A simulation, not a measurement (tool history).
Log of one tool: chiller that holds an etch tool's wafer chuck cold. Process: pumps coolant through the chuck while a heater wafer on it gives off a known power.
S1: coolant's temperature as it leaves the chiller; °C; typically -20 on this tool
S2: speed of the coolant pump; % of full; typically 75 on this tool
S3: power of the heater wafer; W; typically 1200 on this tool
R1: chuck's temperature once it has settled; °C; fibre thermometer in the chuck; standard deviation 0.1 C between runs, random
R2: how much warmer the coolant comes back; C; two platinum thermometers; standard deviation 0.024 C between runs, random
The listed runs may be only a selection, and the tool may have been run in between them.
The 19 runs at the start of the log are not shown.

run 20 hour=2157.1 | S1=-29 S2=75 S3=925 | R1=-19.9 R2=2.87
run 21 hour=2228.7 | S1=-29 S2=75 S3=925 | R1=-19.8 R2=2.89
run 22 hour=2371.6 | S1=-20 S2=86 S3=1200 | R1=-8.9 R2=3.20
run 23 hour=2495.0 | S1=-20 S2=93 S3=1200 | R1=-9.4 R2=2.97
run 24 hour=2592.1 | S1=-20 S2=93 S3=1200 | R1=-9.5 R2=3.01
run 25 hour=2664.2 | S1=-20 S2=83 S3=1469 | R1=-6.2 R2=4.04
run 26 hour=2798.2 | S1=-28 S2=75 S3=1134 | R1=-16.6 R2=3.51
run 27 hour=2921.3 | S1=-28 S2=75 S3=1134 | R1=-16.8 R2=3.61
run 28 hour=2996.6 | S1=-28 S2=75 S3=1134 | R1=-16.6 R2=3.60
run 29 hour=3101.3 | S1=-15 S2=65 S3=961 | R1=-4.6 R2=3.56
-- hour=3175.7 coolant changed, channels flushed
run 30 hour=3233.3 | S1=-26 S2=84 S3=1412 | R1=-12.9 R2=3.94
run 31 hour=3317.9 | S1=-26 S2=84 S3=1412 | R1=-13.0 R2=3.87

Predict each of these 3 candidate next runs independently; none follows another, all start after run 31:
run A hour=3470.2 | S1=-18 S2=65 S3=1617 | R1=? R2=?
run B hour=3470.2 | S1=-26 S2=84 S3=792 | R1=? R2=?
run C hour=3470.2 | S1=-20 S2=75 S3=766 | R1=? R2=?

run=A R1=-0.5 R2=5.77
run=B R1=-18.6 R2=2.34
run=C R1=-12.4 R2=2.61
Without the tool's unlogged condition, the same runs would have read:
run=A R1=-0.5 R2=5.45
run=B R1=-18.6 R2=2.02
run=C R1=-12.4 R2=2.29
